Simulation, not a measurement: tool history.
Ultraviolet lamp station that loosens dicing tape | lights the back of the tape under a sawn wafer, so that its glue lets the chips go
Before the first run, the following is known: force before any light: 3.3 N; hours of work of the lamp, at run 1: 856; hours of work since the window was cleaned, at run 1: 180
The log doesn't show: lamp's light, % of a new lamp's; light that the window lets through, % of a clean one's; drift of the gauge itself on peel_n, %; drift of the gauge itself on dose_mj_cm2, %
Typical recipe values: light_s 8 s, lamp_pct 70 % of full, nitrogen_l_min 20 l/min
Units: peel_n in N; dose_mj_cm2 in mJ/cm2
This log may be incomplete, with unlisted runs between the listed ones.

run	hour	light_s	lamp_pct	nitrogen_l_min	hours of work of the lamp	hours of work since the window was cleaned	peel_n	dose_mj_cm2
1	0.0	8	70	20	856	180	0.512	182
2	36.5	8	70	20	885	209	0.537	178
3	76.2	8	84	20	916	240	0.400	210
# hour 91.7: window cleaned of glue's vapour
4	107.4	8	84	20	940	12	0.455	202
5	140.9	8	97	20	967	39	0.372	224
6	161.6	8	97	13	983	55	0.485	221
7	182.8	8	70	20	1000	72	0.635	156
8	201.1	8	70	20	1014	86	0.652	155

Expected results for the next run?
9	220.9	7	70	20	1030	102	?	?

Run 9 measured peel_n 0.768 N, dose_mj_cm2 135 mJ/cm2.
With no hidden state in the tool, this same run would have given peel_n 0.354 N, dose_mj_cm2 228 mJ/cm2.
